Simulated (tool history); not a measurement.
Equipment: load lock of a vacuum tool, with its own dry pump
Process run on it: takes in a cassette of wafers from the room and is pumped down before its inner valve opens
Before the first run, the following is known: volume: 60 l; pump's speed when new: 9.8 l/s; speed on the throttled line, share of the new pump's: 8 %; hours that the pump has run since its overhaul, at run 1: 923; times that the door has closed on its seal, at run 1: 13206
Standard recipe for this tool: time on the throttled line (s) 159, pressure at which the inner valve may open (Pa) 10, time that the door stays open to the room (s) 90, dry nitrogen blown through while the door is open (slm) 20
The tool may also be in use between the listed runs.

run	hour	time on the throttled line (s)	pressure at which the inner valve may open (Pa)	time that the door stays open to the room (s)	dry nitrogen blown through while the door is open (slm)	hours that the pump has run since its overhaul	times that the door has closed on its seal	incoming humidity of the room's air, %	time from the closed door until the inner valve may open (s)	rise of the pressure with all valves shut (Pa/min)
1	0.0	159	10	90	20	923	13206	45.7	202.5	0.089
2	61.4	159	10	90	20	984	13465	43.8	202.3	0.095
3	116.1	159	10	90	20	1039	13695	45.4	202.9	0.093
4	177.2	159	10	90	20	1100	13953	46.4	202.7	0.098
5	274.6	159	10	90	11	1197	14363	42.7	202.3	0.103
6	368.2	159	10	90	11	1291	14758	45.6	203.0	0.104
7	473.4	159	10	90	11	1396	15201	45.2	202.3	0.123
8	561.0	159	10	90	11	1484	15570	46.3	202.8	0.117
9	649.3	159	10	90	11	1572	15942	42.8	203.0	0.120
10	718.4	159	10	90	11	1641	16233	46.6	202.3	0.127
11	793.2	159	10	90	11	1716	16548	41.7	202.5	0.124

Run 12 comes next. What will it give?
12	879.7	200	16	136	13	1802	16913	45.3	?	?

time from the closed door until the inner valve may open (s): 237.7
rise of the pressure with all valves shut (Pa/min): 0.134
Were there no unlogged condition in the tool, this run, its random variation unchanged, would have produced time from the closed door until the inner valve may open (s) 237.4, rise of the pressure with all valves shut (Pa/min) 0.036.
